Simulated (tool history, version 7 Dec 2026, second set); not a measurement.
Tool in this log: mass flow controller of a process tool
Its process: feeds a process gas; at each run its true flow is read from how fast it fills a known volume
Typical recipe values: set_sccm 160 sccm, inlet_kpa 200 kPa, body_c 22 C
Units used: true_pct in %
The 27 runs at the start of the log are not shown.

run,hour,set_sccm,inlet_kpa,body_c,true_pct
28,8732.9,43,203,23,102.21
29,9102.1,189,203,23,101.55
30,9547.1,24,252,25,105.21
31,9937.9,49,252,25,102.82
32,10327.4,160,155,37,103.57
33,10724.9,160,155,37,103.88
34,11199.5,160,146,31,103.83
35,11665.3,160,146,31,104.01
36,11873.8,96,200,39,104.86
37,12297.7,80,140,30,105.03
38,12750.2,56,200,40,106.80

Branching from run 38: 3 alternative next runs. What would each branch give?
A,13223.0,160,177,22,?
B,13223.0,150,200,22,?
C,13223.0,163,241,21,?

run,true_pct
A,103.93
B,103.75
C,103.45
With no hidden state in the tool, these same runs would have given:
run,true_pct
A,99.58
B,99.29
C,99.13

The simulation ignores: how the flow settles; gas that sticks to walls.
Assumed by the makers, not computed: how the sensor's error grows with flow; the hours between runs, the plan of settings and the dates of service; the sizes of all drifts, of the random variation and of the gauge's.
